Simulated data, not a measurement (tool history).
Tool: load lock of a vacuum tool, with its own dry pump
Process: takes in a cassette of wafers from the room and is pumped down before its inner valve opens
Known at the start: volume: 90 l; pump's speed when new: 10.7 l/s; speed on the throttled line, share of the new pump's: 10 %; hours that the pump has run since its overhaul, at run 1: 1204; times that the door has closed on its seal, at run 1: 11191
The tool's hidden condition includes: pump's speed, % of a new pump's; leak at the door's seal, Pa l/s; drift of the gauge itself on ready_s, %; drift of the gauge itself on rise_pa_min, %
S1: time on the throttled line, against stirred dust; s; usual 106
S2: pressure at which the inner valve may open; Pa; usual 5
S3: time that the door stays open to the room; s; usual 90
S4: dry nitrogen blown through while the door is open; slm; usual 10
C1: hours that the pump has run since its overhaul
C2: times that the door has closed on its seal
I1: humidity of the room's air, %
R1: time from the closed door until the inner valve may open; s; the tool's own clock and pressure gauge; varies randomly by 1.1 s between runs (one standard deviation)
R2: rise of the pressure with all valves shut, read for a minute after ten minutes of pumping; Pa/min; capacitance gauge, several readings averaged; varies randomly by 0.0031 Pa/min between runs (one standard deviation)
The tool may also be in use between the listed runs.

run 1 hour=0 | S1=106 S2=5 S3=90 S4=10 | C1=1204 C2=11191 | I1=46.3 | R1=184 R2=0.127
run 2 hour=287.3 | S1=106 S2=5 S3=90 S4=10 | C1=1491 C2=11497 | I1=45.8 | R1=184 R2=0.126
run 3 hour=771.5 | S1=106 S2=5 S3=90 S4=10 | C1=1976 C2=12012 | I1=47.2 | R1=183.4 R2=0.133
run 4 hour=1311.6 | S1=106 S2=5 S3=90 S4=10 | C1=2516 C2=12588 | I1=42.6 | R1=185.3 R2=0.133
run 5 hour=1633.3 | S1=106 S2=5 S3=90 S4=10 | C1=2837 C2=12930 | I1=47.8 | R1=186 R2=0.142
run 6 hour=2046.9 | S1=106 S2=5 S3=90 S4=10 | C1=3251 C2=13370 | I1=45.2 | R1=186.5 R2=0.142
run 7 hour=2431.9 | S1=106 S2=5 S3=37 S4=10 | C1=3636 C2=13780 | I1=47.1 | R1=190.4 R2=0.127
run 8 hour=2882.4 | S1=106 S2=5 S3=37 S4=10 | C1=4086 C2=14260 | I1=46.1 | R1=188 R2=0.128
run 9 hour=3350.6 | S1=166 S2=10 S3=52 S4=4 | C1=4555 C2=14758 | I1=45.2 | R1=232.8 R2=0.15
run 10 hour=3704.6 | S1=106 S2=5 S3=90 S4=10 | C1=4909 C2=15135 | I1=42.7 | R1=188.5 R2=0.156
run 11 hour=4240.8 | S1=64 S2=5 S3=25 S4=10 | C1=5445 C2=15706 | I1=42.9 | R1=151.8 R2=0.133
run 12 hour=4513.1 | S1=106 S2=5 S3=122 S4=6 | C1=5717 C2=15996 | I1=45.2 | R1=190.8 R2=0.184
run 13 hour=4873.9 | S1=106 S2=5 S3=154 S4=10 | C1=6078 C2=16380 | I1=45.5 | R1=190.9 R2=0.193
run 14 hour=5253.8 | S1=106 S2=5 S3=154 S4=10 | C1=6458 C2=16785 | I1=42.4 | R1=189.8 R2=0.189
run 15 hour=5530.8 | S1=106 S2=5 S3=154 S4=10 | C1=6735 C2=17080 | I1=46.5 | R1=192.5 R2=0.196
run 16 hour=5987.7 | S1=106 S2=5 S3=94 S4=10 | C1=7192 C2=17566 | I1=47.6 | R1=194.9 R2=0.182

Per-run results on a tool with no hidden state, each run keeping its own random variation:
run=1 R1=181 R2=0.059
run=2 R1=180.6 R2=0.055
run=3 R1=179.5 R2=0.059
run=4 R1=180.6 R2=0.053
run=5 R1=180.8 R2=0.059
run=6 R1=180.6 R2=0.055
run=7 R1=184 R2=0.037
run=8 R1=181 R2=0.034
run=9 R1=226.6 R2=0.052
run=10 R1=180.3 R2=0.052
run=11 R1=142.2 R2=0.025
run=12 R1=181.3 R2=0.074
run=13 R1=180.8 R2=0.078
run=14 R1=179.2 R2=0.072
run=15 R1=181.4 R2=0.078
run=16 R1=183 R2=0.058
